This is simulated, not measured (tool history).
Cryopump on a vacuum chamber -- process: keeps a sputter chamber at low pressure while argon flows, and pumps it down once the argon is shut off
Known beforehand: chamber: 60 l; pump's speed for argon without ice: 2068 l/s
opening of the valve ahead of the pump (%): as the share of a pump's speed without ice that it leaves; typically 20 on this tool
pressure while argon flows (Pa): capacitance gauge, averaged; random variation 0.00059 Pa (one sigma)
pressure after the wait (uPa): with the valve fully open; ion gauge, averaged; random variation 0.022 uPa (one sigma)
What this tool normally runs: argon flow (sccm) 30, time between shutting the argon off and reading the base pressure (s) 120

run	hour	argon flow (sccm)	time between shutting the argon off and reading the base pressure (s)	opening of the valve ahead of the pump (%)	pressure while argon flows (Pa)	pressure after the wait (uPa)
1	0	30	120	20	0.1243	0.82
2	10.4	30	120	20	0.1233	0.77
3	25.3	30	120	20	0.1233	0.78
4	40.9	30	252	20	0.1238	0.5
5	58.4	30	43	20	0.1236	1.78
6	76.4	12	120	20	0.05	0.79
7	88.7	30	120	34	0.074	0.8
8	101.9	30	120	34	0.074	0.79
9	117.5	24	120	34	0.0594	0.78
10	135.4	24	120	34	0.0597	0.83
11	145.9	24	120	34	0.0595	0.81
12	161.4	24	120	34	0.0595	0.79
13	174	24	120	34	0.0591	0.81
14	183.6	24	120	34	0.0599	0.82
15	198.4	24	120	34	0.0592	0.83
16	215.8	32	120	20	0.1339	0.81
17	232.8	32	120	20	0.1339	0.78
18	242.1	32	120	20	0.1347	0.81
19	253.4	21	37	19	0.0913	2.05
20	264.4	30	120	28	0.0908	0.79
21	282.5	37	29	23	0.1357	2.43
22	297.6	37	29	23	0.1356	2.48
23	310	50	56	42	0.103	1.45
24	327.3	50	56	42	0.1035	1.45
25	335.9	50	56	32	0.1347	1.47
26	350.9	37	222	32	0.0984	0.61
27	365.6	37	222	32	0.1002	0.57
28	378.9	31	30	20	0.1311	2.42
29	386.9	19	108	40	0.0417	0.9
30	403.9	19	108	40	0.0424	0.9
31	415.6	35	62	52	0.061	1.35
32	428.9	35	62	52	0.0599	1.32
33	447.3	35	52	58	0.0557	1.56

Table of differences, measured result less the result of that run with no hidden state. Run-to-run variation is the same in both. Gauge scatter possibly is not:
The hidden state here: pump's speed, % of a pump's without ice; cold plate's temperature, K; leak into the chamber, uPa l/s; drift of the gauge itself on working_pa, %; drift of the gauge itself on base_upa, %.
run	pressure while argon flows (Pa)	pressure after the wait (uPa)
1	+0.0009	+0.11
2	+0.0009	+0.11
3	+0.0011	+0.11
4	+0.0013	+0.11
5	+0.0014	+0.12
6	+0.0006	+0.12
7	+0.0016	+0.12
8	+0.0018	+0.12
9	+0.0015	+0.13
10	+0.0016	+0.12
11	+0.0017	+0.13
12	+0.0018	+0.13
13	+0.0019	+0.13
14	+0.0019	+0.13
15	+0.0021	+0.13
16	+0.003	+0.14
17	+0.0031	+0.14
18	+0.0032	+0.14
19	+0.0021	+0.15
20	+0.0032	+0.15
21	+0.0041	+0.14
22	+0.0043	+0.15
23	+0.006	+0.15
24	+0.0063	+0.16
25	+0.0065	+0.16
26	+0.0049	+0.16
27	+0.0052	+0.16
28	+0.0045	+0.16
29	+0.0028	+0.17
30	+0.0029	+0.16
31	+0.0055	+0.18
32	+0.0056	+0.17
33	+0.0059	+0.17
